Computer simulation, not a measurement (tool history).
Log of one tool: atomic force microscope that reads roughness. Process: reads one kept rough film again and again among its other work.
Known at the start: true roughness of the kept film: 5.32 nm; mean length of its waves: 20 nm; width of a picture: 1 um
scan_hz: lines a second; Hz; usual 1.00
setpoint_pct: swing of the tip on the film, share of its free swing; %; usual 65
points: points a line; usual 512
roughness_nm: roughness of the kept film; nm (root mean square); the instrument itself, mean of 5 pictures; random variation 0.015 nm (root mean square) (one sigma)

run 1 hour=0.0 | scan_hz=1.00 setpoint_pct=65 points=512 | roughness_nm=3.465
run 2 hour=27.1 | scan_hz=1.00 setpoint_pct=65 points=512 | roughness_nm=3.167
run 3 hour=58.9 | scan_hz=1.00 setpoint_pct=65 points=581 | roughness_nm=2.887
run 4 hour=108.1 | scan_hz=1.00 setpoint_pct=65 points=581 | roughness_nm=2.576
run 5 hour=158.4 | scan_hz=1.00 setpoint_pct=65 points=669 | roughness_nm=2.264
-- hour=186.0 new tip fitted
run 6 hour=207.1 | scan_hz=1.00 setpoint_pct=65 points=669 | roughness_nm=3.447
run 7 hour=245.7 | scan_hz=1.00 setpoint_pct=65 points=669 | roughness_nm=3.094
run 8 hour=296.0 | scan_hz=3.66 setpoint_pct=65 points=512 | roughness_nm=2.486
-- hour=301.0 height scale calibrated on a step standard
run 9 hour=335.0 | scan_hz=2.17 setpoint_pct=65 points=512 | roughness_nm=2.366
run 10 hour=365.6 | scan_hz=2.17 setpoint_pct=65 points=512 | roughness_nm=2.242
-- hour=395.6 new tip fitted
run 11 hour=409.0 | scan_hz=2.17 setpoint_pct=65 points=512 | roughness_nm=3.333
run 12 hour=435.4 | scan_hz=2.59 setpoint_pct=89 points=512 | roughness_nm=2.527
run 13 hour=485.3 | scan_hz=1.11 setpoint_pct=65 points=443 | roughness_nm=2.779
run 14 hour=509.7 | scan_hz=1.11 setpoint_pct=65 points=443 | roughness_nm=2.586
run 15 hour=556.6 | scan_hz=1.52 setpoint_pct=80 points=512 | roughness_nm=2.169
-- hour=569.7 height scale calibrated on a step standard, once more
-- hour=604.1 new tip fitted
run 16 hour=604.1 | scan_hz=1.00 setpoint_pct=65 points=556 | roughness_nm=3.594
run 17 hour=627.7 | scan_hz=0.71 setpoint_pct=76 points=657 | roughness_nm=3.321
run 18 hour=657.1 | scan_hz=0.71 setpoint_pct=76 points=657 | roughness_nm=3.032
run 19 hour=707.4 | scan_hz=0.89 setpoint_pct=76 points=324 | roughness_nm=2.630
run 20 hour=748.0 | scan_hz=0.89 setpoint_pct=76 points=324 | roughness_nm=2.376
run 21 hour=778.6 | scan_hz=2.25 setpoint_pct=60 points=267 | roughness_nm=2.214
-- hour=814.2 new tip fitted
run 22 hour=827.5 | scan_hz=0.63 setpoint_pct=60 points=267 | roughness_nm=3.508

Forecast each of these 4 alternatives for the next run:
run A hour=849.7 | scan_hz=0.63 setpoint_pct=60 points=278 | roughness_nm=?
run B hour=849.7 | scan_hz=1.00 setpoint_pct=57 points=512 | roughness_nm=?
run C hour=849.7 | scan_hz=3.95 setpoint_pct=69 points=785 | roughness_nm=?
run D hour=849.7 | scan_hz=1.22 setpoint_pct=65 points=988 | roughness_nm=?

run=A roughness_nm=3.257
run=B roughness_nm=3.360
run=C roughness_nm=2.925
run=D roughness_nm=3.287
Without the tool's hidden state the same runs would have given:
run=A roughness_nm=3.694
run=B roughness_nm=3.810
run=C roughness_nm=3.318
run=D roughness_nm=3.727
